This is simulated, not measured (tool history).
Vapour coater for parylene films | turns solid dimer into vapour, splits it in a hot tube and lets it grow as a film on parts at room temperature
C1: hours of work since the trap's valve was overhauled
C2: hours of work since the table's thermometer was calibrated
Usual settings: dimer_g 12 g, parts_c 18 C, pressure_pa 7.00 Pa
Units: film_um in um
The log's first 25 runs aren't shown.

run 26 hour=328.3 | dimer_g=15 parts_c=18 pressure_pa=7.60 | C1=120 C2=40 | film_um=6.06
run 27 hour=343.3 | dimer_g=12 parts_c=18 pressure_pa=6.68 | C1=127 C2=47 | film_um=4.94
run 28 hour=360.7 | dimer_g=16 parts_c=21 pressure_pa=6.68 | C1=136 C2=56 | film_um=5.73
run 29 hour=371.1 | dimer_g=5 parts_c=18 pressure_pa=11.20 | C1=141 C2=61 | film_um=1.88
run 30 hour=380.1 | dimer_g=16 parts_c=22 pressure_pa=7.00 | C1=145 C2=65 | film_um=5.48
run 31 hour=398.7 | dimer_g=15 parts_c=12 pressure_pa=9.00 | C1=154 C2=74 | film_um=7.58
run 32 hour=414.1 | dimer_g=15 parts_c=25 pressure_pa=9.00 | C1=162 C2=82 | film_um=4.29
run 33 hour=426.6 | dimer_g=15 parts_c=25 pressure_pa=9.00 | C1=168 C2=88 | film_um=4.28
run 34 hour=436.4 | dimer_g=15 parts_c=11 pressure_pa=9.00 | C1=172 C2=93 | film_um=7.95
run 35 hour=448.8 | dimer_g=13 parts_c=19 pressure_pa=7.86 | C1=178 C2=99 | film_um=4.94
run 36 hour=460.8 | dimer_g=13 parts_c=19 pressure_pa=7.86 | C1=184 C2=105 | film_um=4.93
run 37 hour=470.6 | dimer_g=12 parts_c=10 pressure_pa=4.48 | C1=189 C2=109 | film_um=7.39
run 38 hour=483.2 | dimer_g=10 parts_c=30 pressure_pa=2.97 | C1=195 C2=115 | film_um=2.73
run 39 hour=492.0 | dimer_g=12 parts_c=19 pressure_pa=7.00 | C1=199 C2=120 | film_um=4.61
run 40 hour=504.3 | dimer_g=12 parts_c=19 pressure_pa=6.69 | C1=205 C2=126 | film_um=4.67
run 41 hour=516.7 | dimer_g=6 parts_c=13 pressure_pa=6.69 | C1=211 C2=132 | film_um=3.03
run 42 hour=535.1 | dimer_g=6 parts_c=13 pressure_pa=6.69 | C1=220 C2=141 | film_um=3.00
run 43 hour=544.6 | dimer_g=8 parts_c=22 pressure_pa=11.85 | C1=225 C2=145 | film_um=2.47
run 44 hour=552.9 | dimer_g=12 parts_c=18 pressure_pa=4.32 | C1=229 C2=149 | film_um=5.20
run 45 hour=567.0 | dimer_g=12 parts_c=10 pressure_pa=5.53 | C1=236 C2=156 | film_um=7.13

Forecast each of these 4 alternatives for the next run:
run A hour=581.6 | dimer_g=12 parts_c=25 pressure_pa=5.23 | C1=243 C2=163 | film_um=?
run B hour=581.6 | dimer_g=12 parts_c=12 pressure_pa=5.53 | C1=243 C2=163 | film_um=?
run C hour=581.6 | dimer_g=8 parts_c=11 pressure_pa=2.31 | C1=243 C2=163 | film_um=?
run D hour=581.6 | dimer_g=10 parts_c=26 pressure_pa=7.00 | C1=243 C2=163 | film_um=?

run=A film_um=3.71
run=B film_um=6.48
run=C film_um=5.26
run=D film_um=2.81
Without the tool's hidden state the same runs would have given:
run=A film_um=3.92
run=B film_um=6.86
run=C film_um=5.56
run=D film_um=2.97
